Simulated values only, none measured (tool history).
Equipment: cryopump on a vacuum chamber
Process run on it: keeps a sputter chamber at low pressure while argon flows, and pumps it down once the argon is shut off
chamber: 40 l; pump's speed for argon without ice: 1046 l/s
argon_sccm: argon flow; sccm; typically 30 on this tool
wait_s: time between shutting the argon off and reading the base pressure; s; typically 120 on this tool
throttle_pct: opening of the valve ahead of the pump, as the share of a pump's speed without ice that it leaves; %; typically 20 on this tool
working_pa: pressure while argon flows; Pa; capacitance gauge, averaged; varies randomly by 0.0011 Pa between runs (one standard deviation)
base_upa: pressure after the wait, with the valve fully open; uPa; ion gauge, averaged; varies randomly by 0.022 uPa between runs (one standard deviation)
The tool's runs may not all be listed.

Run 1, day 0: usual settings. Result: working_pa 0.2451 Pa, base_upa 1.2 uPa.
Run 2, day 0.471: usual settings. Result: working_pa 0.2486 Pa, base_upa 1.21 uPa.
Run 3, day 1.162: usual settings. Result: working_pa 0.2492 Pa, base_upa 1.25 uPa.
Run 4, day 1.821: usual settings. Result: working_pa 0.2495 Pa, base_upa 1.3 uPa.
Run 5, day 2.488: usual settings. Result: working_pa 0.2517 Pa, base_upa 1.3 uPa.
Run 6, day 3.188: usual settings. Result: working_pa 0.2507 Pa, base_upa 1.3 uPa.
Run 7, day 3.625: usual settings. Result: working_pa 0.2503 Pa, base_upa 1.33 uPa.
Run 8, day 4.096: usual settings. Result: working_pa 0.2528 Pa, base_upa 1.29 uPa.
Run 9, day 4.725: usual settings. Result: working_pa 0.2509 Pa, base_upa 1.36 uPa.
Run 10, day 5.421: usual settings but throttle_pct 51 %. Result: working_pa 0.105 Pa, base_upa 1.3 uPa.
Run 11, day 5.875: usual settings but throttle_pct 51 %. Result: working_pa 0.1052 Pa, base_upa 1.36 uPa.
Run 12, day 6.442: usual settings but throttle_pct 51 %. Result: working_pa 0.1066 Pa, base_upa 1.38 uPa.
Run 13, day 7.021: usual settings but throttle_pct 51 %. Result: working_pa 0.1072 Pa, base_upa 1.42 uPa.
Run 14, day 7.529: usual settings but throttle_pct 51 %. Result: working_pa 0.1063 Pa, base_upa 1.43 uPa.
Run 15, day 8.054: usual settings but argon_sccm 33 sccm, wait_s 102 s, throttle_pct 16 %. Result: working_pa 0.3467 Pa, base_upa 1.44 uPa.
Run 16, day 8.725: usual settings but argon_sccm 33 sccm, wait_s 102 s, throttle_pct 16 %. Result: working_pa 0.3483 Pa, base_upa 1.45 uPa.
Run 17, day 9.225: usual settings but argon_sccm 17 sccm, wait_s 30 s. Result: working_pa 0.1465 Pa, base_upa 2.27 uPa.
Run 18, day 9.575: usual settings but argon_sccm 56 sccm, wait_s 22 s, throttle_pct 58 %. Result: working_pa 0.1835 Pa, base_upa 2.73 uPa.
Run 19, day 10.188: usual settings but argon_sccm 56 sccm, wait_s 229 s, throttle_pct 24 %. Result: working_pa 0.4064 Pa, base_upa 1.4 uPa.
Run 20, day 10.558: usual settings but argon_sccm 56 sccm, wait_s 200 s, throttle_pct 47 %. Result: working_pa 0.2215 Pa, base_upa 1.36 uPa.
Run 21, day 11.129: usual settings but argon_sccm 19 sccm, wait_s 200 s, throttle_pct 16 %. Result: working_pa 0.2017 Pa, base_upa 1.4 uPa.
Run 22, day 11.667: usual settings but argon_sccm 21 sccm, wait_s 37 s, throttle_pct 38 %. Result: working_pa 0.1017 Pa, base_upa 2.19 uPa.
Run 23, day 12.433: usual settings but argon_sccm 15 sccm, throttle_pct 15 %. Result: working_pa 0.1699 Pa, base_upa 1.57 uPa.
Run 24, day 12.804: usual settings but argon_sccm 15 sccm, throttle_pct 15 %. Result: working_pa 0.1705 Pa, base_upa 1.57 uPa.
Run 25, day 13.421: usual settings but argon_sccm 15 sccm, wait_s 144 s, throttle_pct 15 %. Result: working_pa 0.1713 Pa, base_upa 1.57 uPa.

Branching from run 25: 5 alternative next runs. What would each branch give?
Run A, day 14.083: usual settings but argon_sccm 50 sccm, wait_s 144 s, throttle_pct 15 %. Result: working_pa ?, base_upa ?.
Run B, day 14.083: usual settings but argon_sccm 14 sccm, wait_s 43 s, throttle_pct 51 %. Result: working_pa ?, base_upa ?.
Run C, day 14.083: usual settings but argon_sccm 25 sccm, wait_s 41 s, throttle_pct 38 %. Result: working_pa ?, base_upa ?.
Run D, day 14.083: usual settings but argon_sccm 13 sccm, wait_s 56 s, throttle_pct 15 %. Result: working_pa ?, base_upa ?.
Run E, day 14.083: usual settings but argon_sccm 57 sccm, wait_s 57 s, throttle_pct 52 %. Result: working_pa ?, base_upa ?.

run  working_pa  base_upa
  A      0.5714      1.54
  B      0.0538      2.09
  C      0.1235      2.16
  D      0.1486      1.96
  E      0.2162      1.93
Without the tool's unlogged condition, the same runs would have read:
run  working_pa  base_upa
  A      0.5376      0.47
  B      0.0443      1.01
  C      0.1066      1.08
  D      0.1398      0.89
  E      0.1775      0.84

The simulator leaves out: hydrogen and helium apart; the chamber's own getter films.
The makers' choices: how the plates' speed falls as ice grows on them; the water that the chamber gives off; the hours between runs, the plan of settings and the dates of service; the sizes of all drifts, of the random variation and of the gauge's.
